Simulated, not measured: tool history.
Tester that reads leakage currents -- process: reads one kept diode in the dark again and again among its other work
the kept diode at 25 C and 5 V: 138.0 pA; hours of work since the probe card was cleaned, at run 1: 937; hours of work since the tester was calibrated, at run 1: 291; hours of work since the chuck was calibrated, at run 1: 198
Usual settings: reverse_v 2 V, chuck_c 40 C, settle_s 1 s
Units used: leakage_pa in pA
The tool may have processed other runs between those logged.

| run | day | reverse_v | chuck_c | settle_s | hours of work since the probe card was cleaned | hours of work since the tester was calibrated | hours of work since the chuck was calibrated | leakage_pa |
|---|---|---|---|---|---|---|---|---|
| 1 | 0 | 2 | 40 | 1 | 937 | 291 | 198 | 254.78 |
| 2 | 1.471 | 2 | 40 | 9.51 | 954 | 309 | 216 | 255.7 |
| 3 | 2.179 | 2 | 40 | 9.51 | 963 | 317 | 224 | 254.77 |
| 4 | 3.033 | 2 | 40 | 9.51 | 973 | 327 | 234 | 256.25 |
| 5 | 4.408 | 2.49 | 40 | 9.51 | 989 | 343 | 251 | 289.75 |
| 6 | 6.033 | 2.49 | 40 | 9.51 | 1009 | 363 | 270 | 287.93 |
| 7 | 7.467 | 2 | 40 | 1.14 | 1025 | 380 | 287 | 254.81 |
| 8 | 9.067 | 2 | 40 | 3.5 | 1044 | 399 | 306 | 252.95 |
| 9 | 9.921 | 2 | 40 | 3.5 | 1054 | 409 | 316 | 253.66 |
| 10 | 10.942 | 2.76 | 40 | 1 | 1067 | 421 | 328 | 307.17 |
| 11 | 12.404 | 2.76 | 40 | 1 | 1084 | 438 | 345 | 306.85 |
| 12 | 13.9 | 2.76 | 40 | 2.16 | 1102 | 456 | 363 | 305.83 |
| 13 | 14.812 | 2.76 | 40 | 2.16 | 1112 | 467 | 374 | 307.25 |
| 14 | 15.575 | 2 | 40 | 1 | 1121 | 476 | 383 | 252.85 |
| 15 | 16.692 | 2 | 40 | 1 | 1135 | 489 | 396 | 251.29 |
| 16 | 18.133 | 2 | 40 | 1 | 1152 | 506 | 413 | 252.56 |
| 17 | 19.692 | 11.7 | 40 | 1 | 1170 | 524 | 431 | 727 |
| 18 | 20.475 | 19.94 | 27 | 0.61 | 1179 | 534 | 441 | 377.66 |
| 19 | 22.075 | 19.94 | 27 | 0.61 | 1198 | 553 | 460 | 377.19 |
| 20 | 23.55 | 19.94 | 27 | 0.61 | 1216 | 570 | 477 | 377.51 |
| 21 | 24.271 | 19.94 | 27 | 0.61 | 1224 | 579 | 486 | 374.83 |

For run 22, what comes out?
| 22 | 25.162 | 9.53 | 27 | 0.61 | 1235 | 589 | 496 | ? |

Run 22 produced leakage_pa 240.75 pA.
Minus the tool's unlogged condition, the same run would have read leakage_pa 244.29 pA.
